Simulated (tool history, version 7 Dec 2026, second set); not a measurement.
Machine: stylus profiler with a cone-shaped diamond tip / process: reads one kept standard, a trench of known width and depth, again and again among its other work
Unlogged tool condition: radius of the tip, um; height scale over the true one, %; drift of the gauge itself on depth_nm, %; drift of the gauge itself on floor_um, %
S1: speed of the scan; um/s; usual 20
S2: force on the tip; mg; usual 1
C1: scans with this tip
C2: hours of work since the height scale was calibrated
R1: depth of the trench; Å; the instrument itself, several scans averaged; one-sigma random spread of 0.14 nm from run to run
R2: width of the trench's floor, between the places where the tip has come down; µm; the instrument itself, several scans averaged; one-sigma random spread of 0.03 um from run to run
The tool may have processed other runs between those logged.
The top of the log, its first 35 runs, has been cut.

run	hour	S1	S2	C1	C2	R1	R2
# hour 431.3: height scale calibrated on a step standard, once more
36	438.1	11	0.65	2949	4	5031.2	24.63
37	449.9	11	0.65	3039	10	5032.5	24.63
38	463.5	11	0.65	3143	17	5032.2	24.52
39	471.8	20	0.83	3206	22	5039.4	24.42
40	480.9	20	0.66	3275	27	5033.2	24.42
41	499.3	20	0.66	3416	37	5032.4	24.37
42	517	18	0.52	3551	47	5030.1	24.35
43	528.8	20	1.62	3642	53	5060	24.43
44	546.5	20	1.62	3776	63	5060.9	24.41
45	559.4	20	0.67	3875	70	5034	24.25
46	574.7	20	0.67	3992	78	5035.6	24.28

What if the next run were any one of these 3? Each begins from the tool's condition after run 46:
A	583	47	1.83	4055	82	?	?
B	583	20	0.83	4055	82	?	?
C	583	21	1.88	4055	82	?	?

run	R1	R2
A	5067	24.14
B	5039.7	24.26
C	5069.3	24.32
Without the tool's unlogged condition, the same runs would have read:
run	R1	R2
A	5066.1	25.32
B	5038.9	25.43
C	5068.4	25.5
